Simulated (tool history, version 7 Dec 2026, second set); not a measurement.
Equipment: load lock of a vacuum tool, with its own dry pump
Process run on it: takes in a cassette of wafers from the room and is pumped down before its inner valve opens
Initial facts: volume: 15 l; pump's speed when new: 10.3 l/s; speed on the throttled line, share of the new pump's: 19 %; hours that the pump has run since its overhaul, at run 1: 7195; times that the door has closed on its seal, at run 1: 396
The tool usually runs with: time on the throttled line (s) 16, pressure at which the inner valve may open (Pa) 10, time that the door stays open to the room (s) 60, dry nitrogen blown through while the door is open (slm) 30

run	hour	time on the throttled line (s)	pressure at which the inner valve may open (Pa)	time that the door stays open to the room (s)	dry nitrogen blown through while the door is open (slm)	hours that the pump has run since its overhaul	times that the door has closed on its seal	incoming humidity of the room's air, %	time from the closed door until the inner valve may open (s)	rise of the pressure with all valves shut (Pa/min)
1	0	16	10	60	30	7195	396	46.5	27.3	0.027
2	168	16	10	60	30	7363	1190	44.3	26.6	0.026
3	376.6	16	13	60	30	7571	2175	46	26.3	0.024
4	487.5	16	13	60	30	7682	2699	44.4	26.6	0.026
5	609.7	16	13	60	30	7805	3276	47	27.2	0.037
6	762.2	16	13	60	8	7957	3996	47.2	27.3	0.063
7	893.1	16	13	60	8	8088	4614	45.2	26.3	0.063
8	1072	16	13	60	8	8267	5459	46.1	26.7	0.063
9	1186.2	16	13	60	8	8381	5998	43.3	27	0.065
10	1341	16	13	60	8	8536	6729	45.8	26.8	0.071
11	1483	18	10	60	30	8678	7400	45.8	28.7	0.052
12	1630.8	18	10	60	30	8826	8098	44.5	29.4	0.05
13	1722.7	10	10	60	30	8918	8532	45.9	22.9	0.053
14	1828.1	10	10	60	30	9023	9030	50.4	22.3	0.06
15	2037.9	10	10	60	30	9233	10020	49.5	22.5	0.063
16	2201.1	16	10	60	30	9396	10791	47.2	27.2	0.064
17	2361	16	10	60	33	9556	11546	46	27.1	0.07
18	2528.9	16	10	60	33	9724	12339	46	27.5	0.071
19	2717.2	27	15	26	33	9912	13228	44.3	34.4	0.073
20	2863.3	11	16	33	30	10058	13919	45.3	23.4	0.076
21	3038.9	23	13	38	9	10234	14748	45.8	32.2	0.095
22	3229.5	23	9	70	9	10424	15648	44.7	32.9	0.12
23	3430.6	16	10	40	30	10625	16597	44.1	28.1	0.091
24	3599.1	16	10	40	30	10794	17393	44.5	28	0.093
25	3691.6	19	10	193	5	10886	17830	45.7	29.9	0.203
26	3800.1	19	16	108	5	10995	18343	43.3	29.4	0.164
27	3949.1	16	10	60	22	11144	19046	45.5	27.9	0.114
28	4077	27	10	34	29	11272	19650	47	36.3	0.101
29	4265.9	16	10	27	30	11461	20543	44	27.9	0.111
30	4472.7	16	10	27	30	11668	21519	45.8	27.7	0.11
31	4582.2	16	10	27	30	11777	22036	44.6	27.5	0.116
32	4743.6	16	10	27	30	11938	22798	45.1	28	0.127
33	4930.2	16	10	91	21	12125	23680	41.6	28.1	0.146
34	5072.9	14	18	60	30	12268	24354	43.5	25.7	0.145
35	5251	14	13	60	6	12446	25195	47.1	25.4	0.183
36	5400.5	13	14	60	30	12595	25901	44.7	25.2	0.151

Measured less the same run without the tool's hidden state. The same run-to-run variation is in both; the gauge's scatter may not be:
Unlogged tool condition in this case: pump's speed, % of a new pump's; leak at the door's seal, Pa l/s; drift of the gauge itself on ready_s, %; drift of the gauge itself on rise_pa_min, %.
run	time from the closed door until the inner valve may open (s)	rise of the pressure with all valves shut (Pa/min)
1	+0.8	-0.002
2	+0.9	+0
3	+0.8	+0.003
4	+0.8	+0.005
5	+0.8	+0.006
6	+0.9	+0.009
7	+0.8	+0.011
8	+0.9	+0.014
9	+0.9	+0.016
10	+0.9	+0.019
11	+0.9	+0.022
12	+1	+0.025
13	+1.1	+0.027
14	+1.1	+0.028
15	+1.1	+0.033
16	+1.1	+0.036
17	+1.1	+0.041
18	+1.1	+0.046
19	+0.8	+0.051
20	+1.2	+0.053
21	+1	+0.058
22	+1.1	+0.063
23	+1.3	+0.067
24	+1.2	+0.073
25	+1.2	+0.076
26	+1.1	+0.079
27	+1.3	+0.08
28	+1	+0.084
29	+1.3	+0.091
30	+1.4	+0.096
31	+1.4	+0.101
32	+1.4	+0.107
33	+1.4	+0.11
34	+1.4	+0.117
35	+1.4	+0.123
36	+1.5	+0.126
